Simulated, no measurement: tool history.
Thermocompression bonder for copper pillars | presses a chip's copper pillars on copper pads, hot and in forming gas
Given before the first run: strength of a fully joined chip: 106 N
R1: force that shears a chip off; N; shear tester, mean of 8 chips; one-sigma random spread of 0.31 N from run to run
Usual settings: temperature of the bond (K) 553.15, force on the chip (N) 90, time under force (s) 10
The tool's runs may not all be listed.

{"run": 1, "day": 0.0, "temperature of the bond (K)": 553.15, "force on the chip (N)": 90, "time under force (s)": 10, "R1": 41.5}
{"run": 2, "day": 1.475, "temperature of the bond (K)": 553.15, "force on the chip (N)": 85, "time under force (s)": 10, "R1": 40.7}
{"run": 3, "day": 3.104, "temperature of the bond (K)": 553.15, "force on the chip (N)": 90, "time under force (s)": 6, "R1": 34.3}
{"run": 4, "day": 4.942, "temperature of the bond (K)": 553.15, "force on the chip (N)": 90, "time under force (s)": 6, "R1": 34.1}
{"run": 5, "day": 6.6, "temperature of the bond (K)": 553.15, "force on the chip (N)": 90, "time under force (s)": 6, "R1": 33.9}
{"run": 6, "day": 7.592, "temperature of the bond (K)": 553.15, "force on the chip (N)": 90, "time under force (s)": 6, "R1": 34.1}
{"run": 7, "day": 8.946, "temperature of the bond (K)": 553.15, "force on the chip (N)": 90, "time under force (s)": 6, "R1": 34.1}
{"run": 8, "day": 10.108, "temperature of the bond (K)": 553.15, "force on the chip (N)": 90, "time under force (s)": 6, "R1": 34.5}
{"run": 9, "day": 11.312, "temperature of the bond (K)": 553.15, "force on the chip (N)": 90, "time under force (s)": 6, "R1": 34.5}
{"run": 10, "day": 12.162, "temperature of the bond (K)": 553.15, "force on the chip (N)": 90, "time under force (s)": 6, "R1": 34.1}
{"run": 11, "day": 13.592, "temperature of the bond (K)": 553.15, "force on the chip (N)": 90, "time under force (s)": 6, "R1": 34.3}
{"run": 12, "day": 15.083, "temperature of the bond (K)": 553.15, "force on the chip (N)": 90, "time under force (s)": 6, "R1": 34.1}
{"run": 13, "day": 16.842, "temperature of the bond (K)": 553.15, "force on the chip (N)": 90, "time under force (s)": 6, "R1": 34.3}
{"run": 14, "day": 18.858, "temperature of the bond (K)": 553.15, "force on the chip (N)": 90, "time under force (s)": 6, "R1": 33.5}
{"day": 19.096, "done": "forming gas filter changed"}
{"run": 15, "day": 19.862, "temperature of the bond (K)": 553.15, "force on the chip (N)": 90, "time under force (s)": 10, "R1": 44.6}
{"run": 16, "day": 20.738, "temperature of the bond (K)": 553.15, "force on the chip (N)": 90, "time under force (s)": 10, "R1": 44.5}
{"run": 17, "day": 22.208, "temperature of the bond (K)": 550.15, "force on the chip (N)": 90, "time under force (s)": 10, "R1": 43.5}
{"run": 18, "day": 23.438, "temperature of the bond (K)": 550.15, "force on the chip (N)": 90, "time under force (s)": 10, "R1": 43.9}
{"run": 19, "day": 25.421, "temperature of the bond (K)": 553.15, "force on the chip (N)": 123, "time under force (s)": 10, "R1": 53.9}
{"run": 20, "day": 26.85, "temperature of the bond (K)": 553.15, "force on the chip (N)": 123, "time under force (s)": 10, "R1": 53.0}
{"day": 27.021, "done": "heater calibrated with a thermocouple chip"}
{"run": 21, "day": 28.742, "temperature of the bond (K)": 553.15, "force on the chip (N)": 123, "time under force (s)": 10, "R1": 54.8}
{"run": 22, "day": 30.008, "temperature of the bond (K)": 553.15, "force on the chip (N)": 123, "time under force (s)": 10, "R1": 54.9}
{"run": 23, "day": 31.025, "temperature of the bond (K)": 575.15, "force on the chip (N)": 93, "time under force (s)": 10, "R1": 55.9}
{"run": 24, "day": 32.333, "temperature of the bond (K)": 553.15, "force on the chip (N)": 55, "time under force (s)": 10, "R1": 33.0}
{"run": 25, "day": 33.238, "temperature of the bond (K)": 528.15, "force on the chip (N)": 71, "time under force (s)": 14, "R1": 34.2}
{"day": 34.25, "done": "heater calibrated with a thermocouple chip, once more"}
{"run": 26, "day": 34.529, "temperature of the bond (K)": 581.15, "force on the chip (N)": 59, "time under force (s)": 10, "R1": 41.7}
{"run": 27, "day": 35.675, "temperature of the bond (K)": 581.15, "force on the chip (N)": 59, "time under force (s)": 10, "R1": 41.3}
{"run": 28, "day": 37.575, "temperature of the bond (K)": 581.15, "force on the chip (N)": 59, "time under force (s)": 10, "R1": 41.8}
{"run": 29, "day": 39.008, "temperature of the bond (K)": 581.15, "force on the chip (N)": 59, "time under force (s)": 10, "R1": 41.6}
{"run": 30, "day": 40.208, "temperature of the bond (K)": 581.15, "force on the chip (N)": 59, "time under force (s)": 10, "R1": 41.5}
{"run": 31, "day": 41.529, "temperature of the bond (K)": 581.15, "force on the chip (N)": 59, "time under force (s)": 10, "R1": 41.4}
{"run": 32, "day": 42.412, "temperature of the bond (K)": 581.15, "force on the chip (N)": 59, "time under force (s)": 10, "R1": 41.4}
{"run": 33, "day": 43.65, "temperature of the bond (K)": 581.15, "force on the chip (N)": 59, "time under force (s)": 10, "R1": 41.2}
{"run": 34, "day": 44.55, "temperature of the bond (K)": 581.15, "force on the chip (N)": 59, "time under force (s)": 10, "R1": 41.2}
{"run": 35, "day": 45.65, "temperature of the bond (K)": 581.15, "force on the chip (N)": 59, "time under force (s)": 10, "R1": 41.6}
{"run": 36, "day": 47.379, "temperature of the bond (K)": 527.15, "force on the chip (N)": 56, "time under force (s)": 23, "R1": 31.8}
{"run": 37, "day": 48.662, "temperature of the bond (K)": 527.15, "force on the chip (N)": 56, "time under force (s)": 23, "R1": 31.2}
{"run": 38, "day": 49.758, "temperature of the bond (K)": 566.15, "force on the chip (N)": 116, "time under force (s)": 8, "R1": 50.3}
{"run": 39, "day": 50.6, "temperature of the bond (K)": 570.15, "force on the chip (N)": 83, "time under force (s)": 30, "R1": 66.1}

4 options for the next run, each taken on its own from the tool as it stands now. Forecast them:
{"run": "A", "day": 52.492, "temperature of the bond (K)": 553.15, "force on the chip (N)": 90, "time under force (s)": 7, "R1": "?"}
{"run": "B", "day": 52.492, "temperature of the bond (K)": 581.15, "force on the chip (N)": 60, "time under force (s)": 10, "R1": "?"}
{"run": "C", "day": 52.492, "temperature of the bond (K)": 553.15, "force on the chip (N)": 121, "time under force (s)": 18, "R1": "?"}
{"run": "D", "day": 52.492, "temperature of the bond (K)": 582.15, "force on the chip (N)": 59, "time under force (s)": 30, "R1": "?"}

run=A R1=36.4
run=B R1=41.8
run=C R1=60.0
run=D R1=61.5
Without the tool's unlogged condition, the same runs would have read:
run=A R1=36.9
run=B R1=42.4
run=C R1=61.3
run=D R1=62.9
